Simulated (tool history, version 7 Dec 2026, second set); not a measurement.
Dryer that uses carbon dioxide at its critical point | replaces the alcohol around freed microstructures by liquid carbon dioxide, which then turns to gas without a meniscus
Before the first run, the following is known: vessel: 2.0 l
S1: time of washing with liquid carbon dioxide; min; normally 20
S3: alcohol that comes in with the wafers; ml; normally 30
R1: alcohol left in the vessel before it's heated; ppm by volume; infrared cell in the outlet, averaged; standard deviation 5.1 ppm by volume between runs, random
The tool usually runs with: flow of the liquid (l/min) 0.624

{"run": 1, "hour": 0.0, "S1": 20, "flow of the liquid (l/min)": 0.624, "S3": 30, "R1": 332}
{"run": 2, "hour": 38.4, "S1": 20, "flow of the liquid (l/min)": 0.624, "S3": 30, "R1": 341}
{"run": 3, "hour": 67.6, "S1": 20, "flow of the liquid (l/min)": 0.624, "S3": 30, "R1": 347}
{"run": 4, "hour": 109.8, "S1": 20, "flow of the liquid (l/min)": 0.624, "S3": 30, "R1": 352}
{"run": 5, "hour": 158.6, "S1": 20, "flow of the liquid (l/min)": 0.624, "S3": 30, "R1": 371}
{"run": 6, "hour": 212.2, "S1": 20, "flow of the liquid (l/min)": 0.624, "S3": 30, "R1": 384}
{"run": 7, "hour": 247.3, "S1": 20, "flow of the liquid (l/min)": 0.74, "S3": 30, "R1": 313}
{"hour": 270.9, "done": "purifier's bed changed"}
{"run": 8, "hour": 274.7, "S1": 20, "flow of the liquid (l/min)": 0.616, "S3": 30, "R1": 168}
{"run": 9, "hour": 301.2, "S1": 20, "flow of the liquid (l/min)": 0.624, "S3": 92, "R1": 484}
{"run": 10, "hour": 337.4, "S1": 20, "flow of the liquid (l/min)": 0.624, "S3": 30, "R1": 166}
{"run": 11, "hour": 369.8, "S1": 20, "flow of the liquid (l/min)": 0.624, "S3": 30, "R1": 179}
{"run": 12, "hour": 401.2, "S1": 20, "flow of the liquid (l/min)": 0.568, "S3": 30, "R1": 276}
{"hour": 437.3, "done": "inlet filter changed"}
{"run": 13, "hour": 439.9, "S1": 20, "flow of the liquid (l/min)": 0.624, "S3": 71, "R1": 172}
{"run": 14, "hour": 494.7, "S1": 20, "flow of the liquid (l/min)": 0.624, "S3": 71, "R1": 198}
{"run": 15, "hour": 549.3, "S1": 20, "flow of the liquid (l/min)": 0.624, "S3": 71, "R1": 212}
{"run": 16, "hour": 599.3, "S1": 20, "flow of the liquid (l/min)": 0.624, "S3": 71, "R1": 218}
{"run": 17, "hour": 636.1, "S1": 20, "flow of the liquid (l/min)": 0.624, "S3": 71, "R1": 247}
{"run": 18, "hour": 670.1, "S1": 30, "flow of the liquid (l/min)": 0.676, "S3": 71, "R1": 53}
{"run": 19, "hour": 692.8, "S1": 13, "flow of the liquid (l/min)": 0.794, "S3": 37, "R1": 313}
{"run": 20, "hour": 746.9, "S1": 18, "flow of the liquid (l/min)": 0.386, "S3": 112, "R1": 3222}
{"run": 21, "hour": 781.3, "S1": 18, "flow of the liquid (l/min)": 0.386, "S3": 112, "R1": 3260}
{"run": 22, "hour": 833.1, "S1": 20, "flow of the liquid (l/min)": 0.626, "S3": 27, "R1": 168}
{"run": 23, "hour": 858.1, "S1": 12, "flow of the liquid (l/min)": 0.555, "S3": 89, "R1": 3041}
{"run": 24, "hour": 889.6, "S1": 20, "flow of the liquid (l/min)": 0.397, "S3": 26, "R1": 608}
{"run": 25, "hour": 931.8, "S1": 20, "flow of the liquid (l/min)": 0.397, "S3": 26, "R1": 608}
{"run": 26, "hour": 986.8, "S1": 20, "flow of the liquid (l/min)": 0.397, "S3": 36, "R1": 860}
{"run": 27, "hour": 1019.6, "S1": 30, "flow of the liquid (l/min)": 0.447, "S3": 36, "R1": 168}
{"run": 28, "hour": 1069.0, "S1": 15, "flow of the liquid (l/min)": 0.624, "S3": 89, "R1": 1331}
{"run": 29, "hour": 1092.6, "S1": 15, "flow of the liquid (l/min)": 0.624, "S3": 89, "R1": 1368}
{"run": 30, "hour": 1128.6, "S1": 14, "flow of the liquid (l/min)": 0.842, "S3": 49, "R1": 389}
{"run": 31, "hour": 1152.0, "S1": 16, "flow of the liquid (l/min)": 0.624, "S3": 30, "R1": 456}
{"run": 32, "hour": 1201.6, "S1": 17, "flow of the liquid (l/min)": 0.402, "S3": 98, "R1": 3828}
{"run": 33, "hour": 1250.0, "S1": 17, "flow of the liquid (l/min)": 0.44, "S3": 30, "R1": 1032}
{"run": 34, "hour": 1299.0, "S1": 20, "flow of the liquid (l/min)": 0.547, "S3": 34, "R1": 445}

Forecast each of these 3 alternatives for the next run:
{"run": "A", "hour": 1344.1, "S1": 14, "flow of the liquid (l/min)": 0.911, "S3": 38, "R1": "?"}
{"run": "B", "hour": 1344.1, "S1": 17, "flow of the liquid (l/min)": 0.547, "S3": 34, "R1": "?"}
{"run": "C", "hour": 1344.1, "S1": 26, "flow of the liquid (l/min)": 0.547, "S3": 34, "R1": "?"}

run=A R1=316
run=B R1=692
run=C R1=220
The same runs, with their run-to-run variation unchanged, on a tool lacking any hidden condition would have given:
run=A R1=81
run=B R1=291
run=C R1=44
